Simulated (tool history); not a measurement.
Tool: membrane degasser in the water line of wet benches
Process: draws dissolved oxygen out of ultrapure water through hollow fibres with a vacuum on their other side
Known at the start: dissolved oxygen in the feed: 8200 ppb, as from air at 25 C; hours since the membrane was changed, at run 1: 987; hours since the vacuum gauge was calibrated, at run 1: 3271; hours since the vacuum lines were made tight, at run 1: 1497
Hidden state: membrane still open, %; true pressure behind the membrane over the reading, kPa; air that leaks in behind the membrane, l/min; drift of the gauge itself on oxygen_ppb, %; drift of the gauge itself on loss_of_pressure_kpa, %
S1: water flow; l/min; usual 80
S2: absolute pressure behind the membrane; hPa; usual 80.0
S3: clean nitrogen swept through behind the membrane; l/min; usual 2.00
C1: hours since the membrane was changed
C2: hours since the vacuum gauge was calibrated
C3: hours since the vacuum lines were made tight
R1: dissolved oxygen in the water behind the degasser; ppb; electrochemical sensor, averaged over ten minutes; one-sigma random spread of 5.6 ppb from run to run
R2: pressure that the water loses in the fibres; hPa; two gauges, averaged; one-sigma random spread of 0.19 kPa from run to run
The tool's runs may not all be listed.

run 1 hour=0.0 | S1=80 S2=80.0 S3=2.00 | C1=987 C2=3271 C3=1497 | R1=560.1 R2=396.8
run 2 hour=178.0 | S1=80 S2=80.0 S3=2.00 | C1=1165 C2=3449 C3=1675 | R1=550.4 R2=396.7
run 3 hour=395.7 | S1=80 S2=80.0 S3=1.47 | C1=1383 C2=3666 C3=1892 | R1=646.3 R2=399.2
run 4 hour=533.3 | S1=80 S2=80.0 S3=1.47 | C1=1521 C2=3804 C3=2030 | R1=652.0 R2=399.4
run 5 hour=666.3 | S1=56 S2=80.0 S3=2.00 | C1=1654 C2=3937 C3=2163 | R1=392.2 R2=279.5
run 6 hour=873.0 | S1=80 S2=80.0 S3=2.00 | C1=1860 C2=4144 C3=2370 | R1=556.9 R2=401.0
run 7 hour=1093.8 | S1=80 S2=80.0 S3=2.00 | C1=2081 C2=4364 C3=2590 | R1=565.8 R2=403.6
run 8 hour=1243.5 | S1=67 S2=80.0 S3=2.00 | C1=2231 C2=4514 C3=2740 | R1=468.1 R2=336.3
run 9 hour=1334.4 | S1=67 S2=80.0 S3=2.00 | C1=2322 C2=4605 C3=2831 | R1=467.2 R2=337.8
run 10 hour=1540.5 | S1=67 S2=80.0 S3=2.00 | C1=2528 C2=4811 C3=3037 | R1=465.4 R2=338.5
run 11 hour=1638.8 | S1=67 S2=80.0 S3=2.00 | C1=2626 C2=4909 C3=3135 | R1=470.0 R2=340.4
-- hour=1759.7 seals of the vacuum lines changed
run 12 hour=1838.1 | S1=67 S2=80.0 S3=2.00 | C1=2823 C2=5107 C3=78 | R1=474.7 R2=339.2
run 13 hour=2019.1 | S1=80 S2=80.0 S3=2.77 | C1=3004 C2=5288 C3=259 | R1=477.8 R2=402.3
run 14 hour=2120.3 | S1=80 S2=80.0 S3=1.18 | C1=3105 C2=5389 C3=361 | R1=715.3 R2=405.3
run 15 hour=2265.2 | S1=80 S2=74.3 S3=1.18 | C1=3250 C2=5534 C3=505 | R1=656.3 R2=401.9
run 16 hour=2390.6 | S1=79 S2=188.9 S3=5.13 | C1=3376 C2=5659 C3=631 | R1=684.5 R2=402.9
run 17 hour=2560.7 | S1=99 S2=106.8 S3=1.11 | C1=3546 C2=5829 C3=801 | R1=1200.9 R2=503.9
run 18 hour=2761.9 | S1=83 S2=80.0 S3=2.84 | C1=3747 C2=6030 C3=1002 | R1=480.0 R2=419.3
run 19 hour=2867.7 | S1=83 S2=160.4 S3=3.70 | C1=3853 C2=6136 C3=1108 | R1=776.2 R2=421.5
run 20 hour=3083.0 | S1=83 S2=160.4 S3=3.70 | C1=4068 C2=6352 C3=1323 | R1=780.1 R2=423.4
run 21 hour=3285.2 | S1=100 S2=117.7 S3=1.12 | C1=4270 C2=6554 C3=1526 | R1=1317.5 R2=511.7
run 22 hour=3437.7 | S1=100 S2=117.7 S3=1.12 | C1=4423 C2=6706 C3=1678 | R1=1346.9 R2=509.2
run 23 hour=3635.9 | S1=100 S2=72.3 S3=3.31 | C1=4621 C2=6905 C3=1876 | R1=519.4 R2=509.2
run 24 hour=3814.9 | S1=100 S2=114.1 S3=1.48 | C1=4800 C2=7083 C3=2055 | R1=1113.5 R2=510.3
run 25 hour=3923.9 | S1=78 S2=194.8 S3=2.72 | C1=4909 C2=7193 C3=2164 | R1=1052.8 R2=399.2

3 options for the next run, each taken on its own from the tool as it stands now. Forecast them:
run A hour=4047.6 | S1=80 S2=93.2 S3=2.00 | C1=5033 C2=7316 C3=2288 | R1=? R2=?
run B hour=4047.6 | S1=52 S2=149.8 S3=2.72 | C1=5033 C2=7316 C3=2288 | R1=? R2=?
run C hour=4047.6 | S1=59 S2=92.4 S3=2.19 | C1=5033 C2=7316 C3=2288 | R1=? R2=?

run=A R1=656.5 R2=406.3
run=B R1=577.0 R2=266.0
run=C R1=458.4 R2=304.5
Without the tool's hidden state the same runs would have given:
run=A R1=654.8 R2=396.2
run=B R1=576.0 R2=259.4
run=C R1=457.2 R2=297.1
